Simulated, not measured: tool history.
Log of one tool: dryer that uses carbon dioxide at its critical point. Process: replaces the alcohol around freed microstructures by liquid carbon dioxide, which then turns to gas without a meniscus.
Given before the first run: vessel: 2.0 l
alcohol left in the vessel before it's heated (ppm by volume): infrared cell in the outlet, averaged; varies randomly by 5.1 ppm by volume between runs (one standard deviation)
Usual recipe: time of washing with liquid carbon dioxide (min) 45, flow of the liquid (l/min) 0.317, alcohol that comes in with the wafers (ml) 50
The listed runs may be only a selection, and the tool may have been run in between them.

run,hour,time of washing with liquid carbon dioxide (min),flow of the liquid (l/min),alcohol that comes in with the wafers (ml),alcohol left in the vessel before it's heated (ppm by volume)
1,0,45,0.317,50,180
2,17.6,45,0.317,50,184
3,27.8,45,0.317,50,189
4,41.6,45,0.233,50,600
5,54.6,45,0.233,50,625
6,66.1,45,0.233,50,619
7,89.1,45,0.233,50,655
8,108.4,45,0.317,50,223
9,129.8,45,0.317,50,225
10,142.5,45,0.317,45,216
11,156.4,45,0.317,50,231
12,166.2,58,0.317,50,126
# hour 176.9: inlet filter changed
13,185.2,45,0.317,50,141
14,207.1,45,0.317,50,159
15,227.6,45,0.317,50,152
16,240.3,45,0.317,86,206
17,262.7,45,0.317,86,217
18,281.2,45,0.317,59,174
19,304.4,45,0.321,50,168
20,314.6,45,0.321,50,163
21,338,45,0.321,50,181
22,353.2,45,0.321,50,182
23,369.5,45,0.317,50,189
24,388.9,44,0.377,28,122
25,399,71,0.221,28,139
26,420.2,71,0.485,28,111
27,434.5,69,0.327,28,116
28,447.4,45,0.317,92,305
29,458.3,45,0.317,92,309
30,479,45,0.204,33,640
31,495.9,45,0.204,33,635
32,511.8,43,0.459,50,141
33,527.9,45,0.193,50,1071
34,541.7,58,0.383,50,145
35,553.6,32,0.215,50,2061
36,576.4,32,0.215,50,2120
37,596.5,32,0.215,40,1783
38,618.2,66,0.317,93,156
39,636.3,66,0.317,93,158
40,647.8,54,0.317,50,197
41,670,38,0.364,41,285
42,692.3,33,0.364,41,414
43,703.1,66,0.397,96,153
44,724.1,66,0.397,96,152
45,747.8,42,0.254,93,1258

Each row is a separate what-if for the run after 45, all from the same tool condition, not one after another. Results?
# hour 767.5: inlet filter changed
A,768.8,60,0.504,33,?
# hour 767.5: inlet filter changed
B,768.8,42,0.254,40,?
# hour 767.5: inlet filter changed
C,768.8,47,0.235,45,?
# hour 767.5: inlet filter changed
D,768.8,45,0.246,50,?
# hour 767.5: inlet filter changed
E,768.8,31,0.317,50,?

run,alcohol left in the vessel before it's heated (ppm by volume)
A,152
B,393
C,382
D,387
E,557
Had the tool no hidden state, the same runs would have come out as:
run,alcohol left in the vessel before it's heated (ppm by volume)
A,2
B,239
C,227
D,237
E,402
